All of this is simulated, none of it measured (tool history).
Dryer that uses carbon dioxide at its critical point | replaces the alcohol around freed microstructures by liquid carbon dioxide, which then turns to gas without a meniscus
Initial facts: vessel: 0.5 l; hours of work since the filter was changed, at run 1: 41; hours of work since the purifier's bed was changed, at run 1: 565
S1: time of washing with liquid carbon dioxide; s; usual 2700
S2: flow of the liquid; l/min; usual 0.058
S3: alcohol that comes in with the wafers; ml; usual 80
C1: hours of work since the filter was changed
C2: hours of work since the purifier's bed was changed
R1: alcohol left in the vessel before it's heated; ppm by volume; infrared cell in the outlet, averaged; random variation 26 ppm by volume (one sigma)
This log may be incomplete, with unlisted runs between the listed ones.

{"run": 1, "hour": 0.0, "S1": 2700, "S2": 0.058, "S3": 80, "C1": 41, "C2": 565, "R1": 1844}
{"run": 2, "hour": 59.1, "S1": 2700, "S2": 0.058, "S3": 80, "C1": 64, "C2": 589, "R1": 1921}
{"run": 3, "hour": 125.6, "S1": 2700, "S2": 0.058, "S3": 80, "C1": 91, "C2": 615, "R1": 2050}
{"run": 4, "hour": 194.7, "S1": 2700, "S2": 0.058, "S3": 80, "C1": 118, "C2": 643, "R1": 2147}
{"run": 5, "hour": 227.2, "S1": 2340, "S2": 0.058, "S3": 80, "C1": 131, "C2": 656, "R1": 4008}
{"run": 6, "hour": 284.4, "S1": 2280, "S2": 0.058, "S3": 80, "C1": 154, "C2": 679, "R1": 4400}
{"run": 7, "hour": 331.7, "S1": 2280, "S2": 0.058, "S3": 80, "C1": 173, "C2": 697, "R1": 4663}
{"run": 8, "hour": 381.4, "S1": 2700, "S2": 0.058, "S3": 69, "C1": 193, "C2": 717, "R1": 2255}
{"run": 9, "hour": 410.9, "S1": 3720, "S2": 0.0642, "S3": 31, "C1": 205, "C2": 729, "R1": 154}
{"run": 10, "hour": 467.1, "S1": 3120, "S2": 0.058, "S3": 98, "C1": 227, "C2": 751, "R1": 1754}
{"run": 11, "hour": 497.1, "S1": 2220, "S2": 0.0516, "S3": 66, "C1": 239, "C2": 763, "R1": 6799}
{"run": 12, "hour": 541.4, "S1": 2220, "S2": 0.0516, "S3": 66, "C1": 257, "C2": 781, "R1": 6937}

Expected results for the next run?
{"run": 13, "hour": 585.9, "S1": 2520, "S2": 0.0485, "S3": 55, "C1": 274, "C2": 799, "R1": "?"}

{"run 13": {"R1": 4862}}
Were there no unlogged condition in the tool, this run, its random variation unchanged, would have produced R1 3144 ppm by volume.

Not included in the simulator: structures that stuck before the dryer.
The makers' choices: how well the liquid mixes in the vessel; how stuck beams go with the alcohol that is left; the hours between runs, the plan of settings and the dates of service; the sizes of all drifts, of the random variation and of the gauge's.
